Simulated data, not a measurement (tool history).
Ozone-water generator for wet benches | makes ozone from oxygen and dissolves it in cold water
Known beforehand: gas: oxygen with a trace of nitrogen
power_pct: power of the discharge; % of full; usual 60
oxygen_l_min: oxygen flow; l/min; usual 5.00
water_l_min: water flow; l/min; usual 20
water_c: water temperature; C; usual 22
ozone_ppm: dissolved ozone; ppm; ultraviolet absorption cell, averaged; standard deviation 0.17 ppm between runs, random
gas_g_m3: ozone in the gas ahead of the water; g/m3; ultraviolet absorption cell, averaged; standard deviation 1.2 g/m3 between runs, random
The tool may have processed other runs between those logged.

run,hour,power_pct,oxygen_l_min,water_l_min,water_c,ozone_ppm,gas_g_m3
1,0.0,60,5.00,20,22,23.2,226.5
2,173.3,60,5.00,20,22,23.1,224.1
3,270.2,60,5.00,20,22,22.7,224.8
4,420.4,60,5.00,20,22,23.3,225.3
5,498.6,60,5.00,20,22,23.2,226.1
6,617.9,60,5.00,20,22,22.8,225.6
# hour 698.3: water thermometer calibrated
7,708.7,60,5.00,20,22,23.1,225.1
8,811.9,60,5.00,20,22,23.0,223.6
9,912.2,60,5.00,20,22,23.0,223.9
10,1046.2,60,5.00,20,22,22.9,223.2
11,1137.4,60,5.00,20,22,23.0,223.5
12,1260.0,60,5.00,20,22,22.9,224.4
13,1381.0,60,5.00,20,22,23.1,223.9
14,1511.6,60,5.00,20,22,23.2,224.3
15,1630.4,60,5.00,20,22,23.1,225.3
16,1716.2,48,5.00,20,22,19.2,184.5
17,1814.7,48,5.00,20,22,19.1,186.8
18,1940.5,48,5.00,20,22,19.2,186.1
19,2044.0,46,5.00,20,22,18.5,180.4
20,2184.7,65,5.03,16,24,28.5,236.0
21,2355.5,70,5.55,20,22,26.4,242.4
22,2450.0,70,5.55,20,22,26.4,242.6
23,2613.6,66,5.14,31,22,16.3,237.3
24,2692.3,44,7.24,20,22,18.3,149.4
25,2863.7,70,5.55,24,19,23.5,242.0
26,2978.6,60,2.87,20,22,20.5,276.3
27,3070.5,60,2.87,20,22,20.7,273.7
28,3167.9,60,2.87,20,22,20.4,274.5
29,3298.2,60,8.33,20,16,26.6,181.2
30,3453.0,60,8.33,20,19,25.5,180.1
31,3586.4,60,8.33,20,19,25.3,181.3
32,3746.3,60,5.00,32,22,14.8,220.4
33,3846.7,60,2.91,32,22,12.6,272.5
34,3998.2,55,3.92,20,22,20.7,224.2

For some of the steps in gas_g_m3 from one run to the next: how much would appear even if the tool had no hidden state, given the settings, what came in and random variation, and how much remains for the hidden state plus any gauge scatter that the measured result and the result without hidden state don't share?
Hidden state at play: yield of the discharge, % of new electrodes'; contactor's efficiency, % of a clean one's; true water temperature over the reading, C; drift of the gauge itself on ozone_ppm, %; drift of the gauge itself on gas_g_m3, %.
Run 23 -> 24: power_pct 66 -> 44, oxygen_l_min 5.14 -> 7.24, water_l_min 31 -> 20. gas_g_m3 -87.9 g/m3: hidden state +1.4, all else -89.3.
Run 24 -> 25: power_pct 44 -> 70, oxygen_l_min 7.24 -> 5.55, water_l_min 20 -> 24, water_c 22 -> 19. gas_g_m3 +92.6 g/m3: hidden state -1.8, all else +94.4.
Run 28 -> 29: oxygen_l_min 2.87 -> 8.33, water_c 22 -> 16. gas_g_m3 -93.3 g/m3: hidden state +1.6, all else -94.9.
